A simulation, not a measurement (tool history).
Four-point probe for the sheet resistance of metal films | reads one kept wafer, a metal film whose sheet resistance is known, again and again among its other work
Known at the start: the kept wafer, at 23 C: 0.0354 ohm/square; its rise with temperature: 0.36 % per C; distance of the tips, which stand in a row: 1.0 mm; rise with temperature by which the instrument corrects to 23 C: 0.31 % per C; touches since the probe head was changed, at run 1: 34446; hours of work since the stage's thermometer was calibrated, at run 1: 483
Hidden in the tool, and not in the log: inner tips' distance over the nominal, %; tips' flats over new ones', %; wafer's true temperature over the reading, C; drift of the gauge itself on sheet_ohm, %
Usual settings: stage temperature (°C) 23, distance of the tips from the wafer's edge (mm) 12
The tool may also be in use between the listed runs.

run   hour  stage temperature (°C)  distance of the tips from the wafer's edge (mm)  touches since the probe head was changed  hours of work since the stage's thermometer was calibrated  sheet resistance as the instrument gives it (ohm/square)
  1    0.0                      23                                               12                                     34446                                                         483                                                  0.035483
  2   38.0                      23                                               12                                     36003                                                         510                                                  0.035488
  3   64.6                      23                                               12                                     37094                                                         530                                                  0.035496
  4   96.3                      23                                               12                                     38392                                                         552                                                  0.035480
  5  148.8                      23                                               15                                     40541                                                         590                                                  0.035430
  6  189.3                      23                                               12                                     42200                                                         619                                                  0.035482
  7  226.6                      27                                               23                                     43728                                                         646                                                  0.035446
  8  250.5                      27                                               23                                     44707                                                         663                                                  0.035439
  9  292.2                      27                                               23                                     46413                                                         693                                                  0.035438
 10  317.7                      20                                               12                                     47460                                                         712                                                  0.035400
 11  349.4                      31                                               67                                     48756                                                         735                                                  0.035464

The same runs without the tool's hidden state, with the same run-to-run variation:
run  sheet resistance as the instrument gives it (ohm/square)
  1                                                  0.035527
  2                                                  0.035536
  3                                                  0.035548
  4                                                  0.035535
  5                                                  0.035492
  6                                                  0.035550
  7                                                  0.035518
  8                                                  0.035513
  9                                                  0.035517
 10                                                  0.035484
 11                                                  0.035551

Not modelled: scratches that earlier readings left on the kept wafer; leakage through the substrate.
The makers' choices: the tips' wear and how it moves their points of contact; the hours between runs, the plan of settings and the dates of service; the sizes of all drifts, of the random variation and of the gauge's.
